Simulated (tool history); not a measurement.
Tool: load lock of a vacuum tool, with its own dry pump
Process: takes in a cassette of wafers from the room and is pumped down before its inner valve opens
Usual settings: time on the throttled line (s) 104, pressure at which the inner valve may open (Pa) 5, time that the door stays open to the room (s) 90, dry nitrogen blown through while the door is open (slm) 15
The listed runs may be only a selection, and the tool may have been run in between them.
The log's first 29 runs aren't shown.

run,hour,time on the throttled line (s),pressure at which the inner valve may open (Pa),time that the door stays open to the room (s),dry nitrogen blown through while the door is open (slm),"incoming humidity of the room's air, %",time from the closed door until the inner valve may open (s),rise of the pressure with all valves shut (Pa/min)
30,5444.8,162,4,234,10,47.7,227.9,0.087
31,5654.1,162,4,234,10,43.2,230.2,0.085
32,5852.6,92,8,201,10,42.9,162.9,0.081
33,6067.8,92,8,201,10,42.1,162.0,0.071
34,6186.6,58,5,42,15,48.6,139.0,0.044
35,6424.7,197,8,90,15,45.2,251.3,0.050
36,6638.7,203,5,90,15,44.4,261.3,0.050
37,6860.9,203,5,90,15,43.2,259.2,0.052
38,7010.2,157,9,90,4,44.4,216.8,0.067

Predict each of these 3 candidate next runs independently; none follows another, all start after run 38:
A,7119.1,157,6,90,4,46.4,?,?
B,7119.1,68,7,71,15,44.5,?,?
C,7119.1,87,9,90,24,48.9,?,?

run,time from the closed door until the inner valve may open (s),rise of the pressure with all valves shut (Pa/min)
A,220.4,0.064
B,142.9,0.044
C,158.3,0.048
Take away the tool's hidden state, keep each run's random variation, and the runs would have read:
run,time from the closed door until the inner valve may open (s),rise of the pressure with all valves shut (Pa/min)
A,220.4,0.064
B,142.8,0.043
C,158.3,0.048
